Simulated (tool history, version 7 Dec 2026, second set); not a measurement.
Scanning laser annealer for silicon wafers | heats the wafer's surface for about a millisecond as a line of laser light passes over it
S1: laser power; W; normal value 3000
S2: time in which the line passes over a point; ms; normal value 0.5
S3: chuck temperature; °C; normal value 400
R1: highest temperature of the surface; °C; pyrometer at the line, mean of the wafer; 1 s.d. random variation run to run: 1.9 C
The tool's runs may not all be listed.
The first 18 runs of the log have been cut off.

run   hour    S1     S2   S3    R1
 19  120.6  3000    0.5  400  1105
 20  126.6  3000    0.5  395  1101
 21    133  3000   0.62  400  1193
 22  137.1  2938   0.37  413   996
 23  141.5  2814  0.545  413  1100
 24  150.8  3000  0.545  406  1143
 25  155.8  2918  0.519  395  1089
 26  161.7  2918  0.519  395  1092
 27    169  2776  0.374  400   952
 28  174.7  2776  0.374  400   950
 29  180.7  2776  0.374  400   955
 30  187.5  3000  0.377  400  1005
 31  194.4  3195  0.618  400  1245
 32  202.5  3195  0.618  404  1251
 33  210.1  3195  0.618  404  1251
 34  218.2  2762  0.618  402  1119
 35  222.6  2912  0.618  430  1193
 36  229.6  3002  0.527  401  1123
 37  238.3  3026  0.362  372   969
 38  244.5  2600    0.5  366   962
 39  248.8  2768  0.534  400  1063
 40  256.4  2852  0.398  414  1000
 41  264.8  3238  0.391  414  1085

For run 42, what comes out?
 42  273.7  3156  0.386  380   ?

R1: 1026 °C
Were there no unlogged condition in the tool, this run, its random variation unchanged, would have produced R1 1041 °C.
